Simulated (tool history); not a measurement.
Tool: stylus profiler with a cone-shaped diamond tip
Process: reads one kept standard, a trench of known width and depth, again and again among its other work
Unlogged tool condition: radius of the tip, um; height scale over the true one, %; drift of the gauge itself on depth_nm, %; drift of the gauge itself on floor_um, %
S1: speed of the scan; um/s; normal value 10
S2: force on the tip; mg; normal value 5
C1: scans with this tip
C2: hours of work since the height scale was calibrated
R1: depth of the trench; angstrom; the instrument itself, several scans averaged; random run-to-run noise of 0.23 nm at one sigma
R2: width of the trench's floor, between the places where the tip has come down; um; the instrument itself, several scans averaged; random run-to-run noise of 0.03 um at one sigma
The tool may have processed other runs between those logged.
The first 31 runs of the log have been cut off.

| run | hour | S1 | S2 | C1 | C2 | R1 | R2 |
|---|---|---|---|---|---|---|---|
| 32 | 1653 | 22 | 2.47 | 6773 | 27 | 10166.6 | 15.31 |
| 33 | 1684.3 | 22 | 2.47 | 6825 | 39 | 10168.5 | 15.38 |
| 34 | 1725.1 | 5 | 4.35 | 6893 | 56 | 10251 | 15.42 |
| 35 | 1792.2 | 6 | 8.06 | 7004 | 83 | 10378.4 | 15.45 |
| 36 | 1856.3 | 5 | 2.28 | 7110 | 109 | 10159 | 15.45 |
| 37 | 1902.4 | 16 | 8.73 | 7186 | 127 | 10397.3 | 15.4 |
| 38 | 1970.9 | 16 | 8.73 | 7299 | 155 | 10395.3 | 15.42 |
| 39 | 2020.5 | 5 | 5 | 7381 | 175 | 10269.7 | 15.38 |
| 40 | 2094.4 | 10 | 4.96 | 7503 | 205 | 10263.3 | 15.39 |
| 41 | 2148.1 | 4 | 5.75 | 7592 | 226 | 10289.3 | 15.44 |
| 42 | 2190.6 | 4 | 2.48 | 7662 | 244 | 10161.7 | 15.38 |
| 43 | 2226.8 | 13 | 4.19 | 7722 | 258 | 10235.4 | 15.32 |
| 44 | 2291.6 | 13 | 4.19 | 7829 | 284 | 10227.5 | 15.3 |
| 45 | 2330.1 | 18 | 5.24 | 7893 | 300 | 10273 | 15.31 |

Alternative continuations, all from the tool just after run 45; predict every row:
| A | 2364.1 | 4 | 11.3 | 7949 | 313 | ? | ? |
| B | 2364.1 | 18 | 1.96 | 7949 | 313 | ? | ? |
| C | 2364.1 | 7 | 10.2 | 7949 | 313 | ? | ? |
| D | 2364.1 | 2 | 13.01 | 7949 | 313 | ? | ? |
| E | 2364.1 | 2 | 2.17 | 7949 | 313 | ? | ? |

| run | R1 | R2 |
|---|---|---|
| A | 10461.6 | 15.35 |
| B | 10128.7 | 15.27 |
| C | 10434.8 | 15.33 |
| D | 10511 | 15.32 |
| E | 10146.3 | 15.31 |
With the hidden condition removed and each run's random variation left untouched, the same runs would have given:
| run | R1 | R2 |
|---|---|---|
| A | 10480.5 | 15.98 |
| B | 10147 | 15.89 |
| C | 10453.7 | 15.95 |
| D | 10530 | 15.94 |
| E | 10164.6 | 15.93 |
